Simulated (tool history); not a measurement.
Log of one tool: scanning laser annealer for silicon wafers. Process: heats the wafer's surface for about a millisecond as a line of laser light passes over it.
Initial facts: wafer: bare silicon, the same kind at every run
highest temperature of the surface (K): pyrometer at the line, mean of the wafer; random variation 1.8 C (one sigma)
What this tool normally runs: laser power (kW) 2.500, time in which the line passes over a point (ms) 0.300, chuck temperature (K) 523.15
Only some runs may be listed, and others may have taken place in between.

run,hour,laser power (kW),time in which the line passes over a point (ms),chuck temperature (K),highest temperature of the surface (K)
1,0.0,2.500,0.300,523.15,1249.15
2,7.8,2.500,0.300,523.15,1250.15
3,16.8,2.500,0.300,523.15,1249.15
4,23.5,2.500,0.300,523.15,1247.15
5,33.5,2.500,0.300,523.15,1246.15
6,39.9,2.500,0.300,523.15,1245.15
7,50.7,2.500,0.300,523.15,1244.15
8,61.5,2.500,0.274,523.15,1213.15
9,68.5,2.500,0.274,523.15,1213.15
10,74.7,2.500,0.274,523.15,1213.15
11,81.2,2.500,0.271,523.15,1208.15
12,91.1,2.500,0.213,523.15,1125.15
13,97.4,2.500,0.213,523.15,1125.15
14,105.4,2.500,0.253,523.15,1179.15
15,110.5,2.500,0.253,523.15,1179.15
16,121.2,2.500,0.253,523.15,1181.15
17,125.9,2.500,0.300,523.15,1242.15
18,134.4,2.497,0.300,523.15,1243.15
19,140.4,2.549,0.296,563.15,1294.15
20,148.5,2.142,0.364,490.15,1151.15
21,153.8,2.142,0.339,506.15,1144.15
# hour 157.3: laser's power meter calibrated
22,164.3,2.459,0.223,523.15,1122.15
23,172.9,2.459,0.223,523.15,1124.15
24,178.7,2.588,0.237,523.15,1181.15
25,183.1,2.482,0.253,494.15,1144.15
26,188.8,2.310,0.300,523.15,1176.15
27,197.0,2.500,0.300,523.15,1238.15
28,203.4,2.500,0.300,523.15,1241.15
29,211.6,2.500,0.300,523.15,1241.15
30,217.4,2.482,0.315,545.15,1275.15
# hour 225.1: laser's power meter calibrated, once more
31,225.7,2.684,0.322,492.15,1308.15
32,230.8,2.500,0.247,486.15,1133.15
33,240.0,2.254,0.234,540.15,1095.15
34,249.0,2.254,0.313,487.15,1136.15
35,254.7,2.254,0.313,487.15,1136.15
36,262.6,2.662,0.349,521.15,1363.15

Here are 4 independent what-if runs from the current tool condition. What would each one return?
A,269.2,2.437,0.333,538.15,?
B,269.2,2.297,0.349,521.15,?
C,269.2,2.201,0.307,521.15,?
D,269.2,2.500,0.300,496.15,?

run,highest temperature of the surface (K)
A,1277.15
B,1225.15
C,1144.15
D,1212.15
Had the tool no hidden state, the same runs would have come out as:
run,highest temperature of the surface (K)
A,1310.15
B,1257.15
C,1172.15
D,1244.15
